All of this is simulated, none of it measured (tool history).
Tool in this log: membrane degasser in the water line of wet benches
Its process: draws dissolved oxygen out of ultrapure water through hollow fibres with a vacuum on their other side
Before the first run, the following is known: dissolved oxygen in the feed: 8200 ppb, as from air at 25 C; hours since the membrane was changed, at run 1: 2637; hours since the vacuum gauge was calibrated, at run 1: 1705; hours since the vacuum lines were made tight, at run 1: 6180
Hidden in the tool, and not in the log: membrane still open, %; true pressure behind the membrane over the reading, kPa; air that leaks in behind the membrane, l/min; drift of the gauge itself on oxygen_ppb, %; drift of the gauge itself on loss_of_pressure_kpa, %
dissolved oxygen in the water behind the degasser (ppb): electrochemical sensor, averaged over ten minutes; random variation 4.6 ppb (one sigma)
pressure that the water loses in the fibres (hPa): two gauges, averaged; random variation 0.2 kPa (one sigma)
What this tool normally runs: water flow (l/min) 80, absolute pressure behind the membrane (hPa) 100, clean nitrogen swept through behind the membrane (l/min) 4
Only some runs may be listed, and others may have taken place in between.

| run | day | water flow (l/min) | absolute pressure behind the membrane (hPa) | clean nitrogen swept through behind the membrane (l/min) | hours since the membrane was changed | hours since the vacuum gauge was calibrated | hours since the vacuum lines were made tight | dissolved oxygen in the water behind the degasser (ppb) | pressure that the water loses in the fibres (hPa) |
|---|---|---|---|---|---|---|---|---|---|
| 1 | 0 | 80 | 100 | 4 | 2637 | 1705 | 6180 | 482.6 | 452.5 |
| 2 | 1.725 | 80 | 100 | 2.5 | 2678 | 1747 | 6221 | 615.7 | 453.3 |
| 3 | 4.058 | 80 | 100 | 2.5 | 2734 | 1803 | 6278 | 619.1 | 449.8 |
| 4 | 6.946 | 80 | 100 | 2.5 | 2804 | 1872 | 6347 | 620.2 | 449.7 |
| 5 | 8.554 | 120 | 100 | 4 | 2842 | 1911 | 6385 | 891.1 | 678.3 |
| 6 | 9.833 | 120 | 100 | 4 | 2873 | 1941 | 6416 | 900.2 | 679 |
|  | 10.146 | vacuum gauge calibrated |
| 7 | 12.696 | 80 | 124 | 4 | 2941 | 61 | 6484 | 578.8 | 450.3 |
| 8 | 14.05 | 80 | 100 | 4 | 2974 | 94 | 6517 | 484.8 | 452 |
|  | 15.6 | vacuum gauge calibrated, once more |
| 9 | 15.604 | 80 | 100 | 4 | 3010 | 0 | 6554 | 476 | 453 |
| 10 | 18.183 | 56 | 100 | 4 | 3072 | 62 | 6616 | 272.3 | 313.4 |
| 11 | 19.525 | 80 | 100 | 4 | 3105 | 94 | 6648 | 474.6 | 451.5 |
| 12 | 22.054 | 80 | 100 | 3.99 | 3165 | 155 | 6708 | 475.5 | 451.9 |
| 13 | 23.417 | 80 | 100 | 3.99 | 3198 | 188 | 6741 | 472.7 | 451 |
| 14 | 25.683 | 80 | 100 | 3.99 | 3252 | 242 | 6795 | 472.3 | 452.4 |
| 15 | 27.033 | 104 | 139 | 7.85 | 3285 | 274 | 6828 | 670.3 | 588 |
| 16 | 29.404 | 97 | 139 | 1.8 | 3342 | 331 | 6885 | 1248.8 | 549.7 |
| 17 | 32.225 | 82 | 85 | 1.95 | 3409 | 399 | 6952 | 617.4 | 465.5 |
| 18 | 34.546 | 82 | 85 | 1.95 | 3465 | 455 | 7008 | 607.8 | 462.4 |
| 19 | 36.192 | 82 | 85 | 1.95 | 3505 | 494 | 7048 | 624.3 | 464.1 |
| 20 | 38.825 | 101 | 226 | 1.87 | 3568 | 557 | 7111 | 1901.8 | 569.5 |
| 21 | 40.479 | 101 | 226 | 1.87 | 3607 | 597 | 7151 | 1893.5 | 575.2 |

What if the next run were any one of these 4? Each begins from the tool's condition after run 21:
| A | 42.954 | 52 | 149 | 3.03 | 3667 | 656 | 7210 | ? | ? |
| B | 42.954 | 80 | 115 | 5.57 | 3667 | 656 | 7210 | ? | ? |
| C | 42.954 | 127 | 124 | 3.09 | 3667 | 656 | 7210 | ? | ? |
| D | 42.954 | 68 | 82 | 2.94 | 3667 | 656 | 7210 | ? | ? |

| run | dissolved oxygen in the water behind the degasser (ppb) | pressure that the water loses in the fibres (hPa) |
|---|---|---|
| A | 474.7 | 296.3 |
| B | 442.3 | 454.8 |
| C | 1183.6 | 719.2 |
| D | 362.2 | 384 |
What these runs would have given with no unlogged condition in the tool:
| run | dissolved oxygen in the water behind the degasser (ppb) | pressure that the water loses in the fibres (hPa) |
|---|---|---|
| A | 465 | 289 |
| B | 423 | 443.5 |
| C | 1146.9 | 701.3 |
| D | 346.7 | 374.4 |

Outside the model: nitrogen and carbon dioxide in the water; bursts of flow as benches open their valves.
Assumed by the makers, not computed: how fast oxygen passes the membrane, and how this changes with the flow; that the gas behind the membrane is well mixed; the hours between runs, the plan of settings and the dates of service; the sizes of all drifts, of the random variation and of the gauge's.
